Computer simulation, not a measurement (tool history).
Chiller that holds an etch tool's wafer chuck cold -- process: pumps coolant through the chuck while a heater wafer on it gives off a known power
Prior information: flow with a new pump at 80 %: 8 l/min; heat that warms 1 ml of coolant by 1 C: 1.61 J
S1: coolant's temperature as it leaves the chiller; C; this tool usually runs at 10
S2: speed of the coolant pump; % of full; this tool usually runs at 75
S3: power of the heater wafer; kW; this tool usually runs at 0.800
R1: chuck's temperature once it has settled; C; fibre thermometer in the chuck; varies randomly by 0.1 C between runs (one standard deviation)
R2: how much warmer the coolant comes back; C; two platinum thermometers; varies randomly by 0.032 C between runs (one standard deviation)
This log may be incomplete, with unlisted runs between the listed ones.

run	day	S1	S2	S3	R1	R2
1	0.000	10	75	0.800	20.3	4.14
2	1.762	10	75	0.889	21.6	4.60
3	3.454	10	75	0.800	20.5	4.16
4	6.229	10	75	0.800	20.2	4.11
5	9.100	10	80	0.800	19.9	3.84
6	11.071	10	75	0.485	16.0	2.55
7	12.312	10	75	0.485	16.1	2.51
8	14.633	10	75	0.485	16.2	2.56
9	17.008	10	75	0.485	16.2	2.50
10	19.708	10	75	0.485	16.2	2.55
11	22.750	10	75	0.800	20.3	4.11
12	25.667	10	75	0.916	21.8	4.73
13	26.967	10	75	0.916	21.9	4.76
14	28.212	10	75	0.916	22.0	4.78
15	29.625	10	75	0.916	21.8	4.67
16	31.242	15	75	0.800	25.4	4.18
17	33.112	15	75	0.800	25.3	4.15
18	35.712	11	75	1.080	25.3	5.60
19	37.221	11	75	1.080	25.4	5.55
20	40.250	14	67	0.706	24.3	4.18
21	43.258	14	67	0.706	24.2	4.24
22	44.817	8	69	0.459	14.2	2.60
23	46.392	7	69	0.459	13.3	2.58
24	47.821	16	75	0.712	25.4	3.70
25	49.754	4	97	0.815	12.4	3.21
26	51.071	4	97	0.815	12.6	3.18
27	52.683	1	92	0.574	7.2	2.43
28	54.688	17	99	0.539	22.2	2.06
29	56.446	12	86	0.539	17.9	2.41
30	58.150	12	86	0.539	18.0	2.34
31	59.833	15	86	0.544	21.3	2.45
32	61.288	10	69	0.602	18.3	3.42
33	63.821	9	98	0.433	13.2	1.62

What if the next run were any one of these 3? Each begins from the tool's condition after run 33:
A	66.817	5	98	0.509	?	?
B	66.817	8	98	0.800	?	?
C	66.817	9	68	0.776	?	?

run	R1	R2
A	10.1	1.95
B	16.4	3.10
C	20.1	4.56
Take away the tool's hidden state, keep each run's random variation, and the runs would have read:
run	R1	R2
A	10.2	1.86
B	16.1	2.96
C	19.6	4.34

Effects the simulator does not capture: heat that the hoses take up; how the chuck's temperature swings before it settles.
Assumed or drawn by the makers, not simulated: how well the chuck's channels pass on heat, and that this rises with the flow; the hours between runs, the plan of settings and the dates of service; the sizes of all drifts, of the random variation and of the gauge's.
